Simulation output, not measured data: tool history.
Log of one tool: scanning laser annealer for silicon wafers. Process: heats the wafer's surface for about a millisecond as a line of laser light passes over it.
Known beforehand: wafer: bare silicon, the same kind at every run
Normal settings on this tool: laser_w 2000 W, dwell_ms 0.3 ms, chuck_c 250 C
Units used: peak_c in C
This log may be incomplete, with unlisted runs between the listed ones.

{"run": 1, "hour": 0.0, "laser_w": 2000, "dwell_ms": 0.3, "chuck_c": 250, "peak_c": 1075}
{"run": 2, "hour": 19.0, "laser_w": 2000, "dwell_ms": 0.3, "chuck_c": 250, "peak_c": 1077}
{"run": 3, "hour": 39.8, "laser_w": 2000, "dwell_ms": 0.3, "chuck_c": 250, "peak_c": 1076}
{"run": 4, "hour": 60.1, "laser_w": 2000, "dwell_ms": 0.3, "chuck_c": 250, "peak_c": 1073}
{"run": 5, "hour": 87.9, "laser_w": 2000, "dwell_ms": 0.3, "chuck_c": 250, "peak_c": 1069}
{"run": 6, "hour": 113.2, "laser_w": 2000, "dwell_ms": 0.219, "chuck_c": 250, "peak_c": 955}
{"run": 7, "hour": 141.9, "laser_w": 2000, "dwell_ms": 0.219, "chuck_c": 250, "peak_c": 954}
{"run": 8, "hour": 156.9, "laser_w": 1789, "dwell_ms": 0.215, "chuck_c": 230, "peak_c": 857}
{"run": 9, "hour": 186.3, "laser_w": 1768, "dwell_ms": 0.263, "chuck_c": 266, "peak_c": 951}
{"run": 10, "hour": 210.2, "laser_w": 1768, "dwell_ms": 0.263, "chuck_c": 266, "peak_c": 949}
{"run": 11, "hour": 232.6, "laser_w": 2000, "dwell_ms": 0.334, "chuck_c": 250, "peak_c": 1114}
{"run": 12, "hour": 247.7, "laser_w": 2000, "dwell_ms": 0.334, "chuck_c": 250, "peak_c": 1117}

Forecast run 13:
{"run": 13, "hour": 270.2, "laser_w": 2000, "dwell_ms": 0.223, "chuck_c": 250, "peak_c": "?"}

Run 13 measured peak_c 964 C.
If the tool had no hidden condition, the same run with the same run-to-run variation would have returned peak_c 964 C.

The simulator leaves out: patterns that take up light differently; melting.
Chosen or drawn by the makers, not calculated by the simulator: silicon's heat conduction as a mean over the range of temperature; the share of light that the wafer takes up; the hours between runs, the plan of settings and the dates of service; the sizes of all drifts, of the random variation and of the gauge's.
